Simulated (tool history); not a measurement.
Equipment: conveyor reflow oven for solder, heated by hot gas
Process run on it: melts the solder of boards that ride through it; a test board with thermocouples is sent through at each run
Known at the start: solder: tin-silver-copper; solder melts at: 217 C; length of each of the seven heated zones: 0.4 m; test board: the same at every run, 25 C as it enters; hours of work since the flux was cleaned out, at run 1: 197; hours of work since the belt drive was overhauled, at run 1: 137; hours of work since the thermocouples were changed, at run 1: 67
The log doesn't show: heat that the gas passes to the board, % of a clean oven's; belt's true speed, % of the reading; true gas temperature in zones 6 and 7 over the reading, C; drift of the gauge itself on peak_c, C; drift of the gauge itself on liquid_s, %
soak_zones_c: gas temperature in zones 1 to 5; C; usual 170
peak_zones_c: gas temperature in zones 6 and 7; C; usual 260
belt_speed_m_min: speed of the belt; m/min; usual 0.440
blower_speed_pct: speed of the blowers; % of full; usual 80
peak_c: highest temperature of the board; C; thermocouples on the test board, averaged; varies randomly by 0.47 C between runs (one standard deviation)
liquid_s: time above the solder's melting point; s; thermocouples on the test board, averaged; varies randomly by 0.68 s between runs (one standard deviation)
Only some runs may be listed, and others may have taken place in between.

| run | hour | soak_zones_c | peak_zones_c | belt_speed_m_min | blower_speed_pct | hours of work since the flux was cleaned out | hours of work since the belt drive was overhauled | hours of work since the thermocouples were changed | peak_c | liquid_s |
|---|---|---|---|---|---|---|---|---|---|---|
| 1 | 0.0 | 170 | 260 | 0.440 | 80 | 197 | 137 | 67 | 246.6 | 75.1 |
| 2 | 8.5 | 170 | 260 | 0.440 | 80 | 201 | 141 | 71 | 245.6 | 74.4 |
| 3 | 19.6 | 170 | 260 | 0.440 | 80 | 206 | 146 | 76 | 245.5 | 74.3 |
| 4 | 28.6 | 170 | 260 | 0.367 | 80 | 211 | 151 | 81 | 251.2 | 97.6 |
| 5 | 38.7 | 170 | 260 | 0.367 | 80 | 216 | 156 | 86 | 249.9 | 98.3 |
| 6 | 52.7 | 170 | 260 | 0.367 | 80 | 223 | 163 | 93 | 250.7 | 97.6 |
| 7 | 67.5 | 170 | 260 | 0.367 | 80 | 230 | 170 | 100 | 250.9 | 98.1 |
|  | 76.9 | flux residue cleaned out of gas plates and filters |
| 8 | 78.9 | 183 | 260 | 0.367 | 80 | 1 | 173 | 103 | 253.1 | 110.2 |
| 9 | 86.1 | 183 | 260 | 0.367 | 80 | 5 | 177 | 107 | 252.2 | 109.8 |
| 10 | 93.8 | 170 | 258 | 0.440 | 80 | 8 | 181 | 111 | 246.3 | 74.8 |
| 11 | 103.8 | 170 | 258 | 0.440 | 80 | 13 | 186 | 116 | 245.5 | 74.9 |
| 12 | 110.1 | 170 | 258 | 0.440 | 80 | 16 | 189 | 119 | 246.4 | 74.0 |
| 13 | 124.1 | 170 | 258 | 0.440 | 80 | 23 | 196 | 126 | 245.5 | 74.6 |
| 14 | 132.5 | 170 | 264 | 0.440 | 80 | 28 | 200 | 130 | 251.2 | 80.3 |
|  | 137.3 | belt drive overhauled, speed set with a stopwatch |
| 15 | 147.3 | 170 | 264 | 0.440 | 80 | 33 | 5 | 135 | 251.1 | 79.9 |
| 16 | 160.0 | 170 | 264 | 0.440 | 80 | 39 | 11 | 142 | 250.4 | 80.9 |
| 17 | 172.5 | 171 | 260 | 0.440 | 80 | 45 | 17 | 148 | 248.8 | 77.2 |
| 18 | 187.2 | 170 | 248 | 0.353 | 80 | 53 | 25 | 155 | 241.1 | 91.4 |
|  | 193.7 | belt drive overhauled, speed set with a stopwatch, once more |
| 19 | 204.7 | 164 | 266 | 0.409 | 79 | 59 | 5 | 162 | 254.3 | 87.5 |
| 20 | 215.6 | 164 | 266 | 0.409 | 79 | 65 | 11 | 167 | 253.4 | 85.6 |
| 21 | 229.3 | 170 | 253 | 0.440 | 69 | 72 | 18 | 174 | 240.2 | 65.3 |
| 22 | 237.1 | 165 | 262 | 0.440 | 59 | 75 | 22 | 178 | 245.6 | 68.9 |
| 23 | 248.8 | 167 | 253 | 0.411 | 82 | 81 | 27 | 184 | 242.3 | 75.7 |
| 24 | 259.7 | 167 | 253 | 0.411 | 82 | 87 | 33 | 189 | 241.3 | 75.5 |
| 25 | 274.0 | 167 | 260 | 0.440 | 86 | 94 | 40 | 196 | 247.2 | 74.6 |
| 26 | 282.1 | 167 | 260 | 0.440 | 86 | 98 | 44 | 200 | 247.8 | 73.1 |
| 27 | 295.3 | 161 | 275 | 0.446 | 73 | 104 | 50 | 207 | 258.3 | 79.2 |
| 28 | 306.0 | 181 | 265 | 0.487 | 55 | 110 | 56 | 212 | 246.6 | 70.5 |
| 29 | 315.7 | 171 | 256 | 0.391 | 80 | 114 | 60 | 217 | 247.3 | 87.5 |
| 30 | 322.5 | 171 | 256 | 0.354 | 80 | 118 | 64 | 220 | 249.0 | 101.1 |

Below are 3 alternative next runs, each starting from the tool's condition after run 30. Predict each:
| A | 331.3 | 160 | 256 | 0.357 | 90 | 122 | 68 | 224 | ? | ? |
| B | 331.3 | 171 | 263 | 0.450 | 50 | 122 | 68 | 224 | ? | ? |
| C | 331.3 | 171 | 260 | 0.387 | 70 | 122 | 68 | 224 | ? | ? |

| run | peak_c | liquid_s |
|---|---|---|
| A | 248.1 | 93.6 |
| B | 244.9 | 68.8 |
| C | 249.1 | 92.4 |
With the hidden condition removed and each run's random variation left untouched, the same runs would have given:
| run | peak_c | liquid_s |
|---|---|---|
| A | 248.0 | 94.1 |
| B | 245.0 | 69.3 |
| C | 249.1 | 92.7 |

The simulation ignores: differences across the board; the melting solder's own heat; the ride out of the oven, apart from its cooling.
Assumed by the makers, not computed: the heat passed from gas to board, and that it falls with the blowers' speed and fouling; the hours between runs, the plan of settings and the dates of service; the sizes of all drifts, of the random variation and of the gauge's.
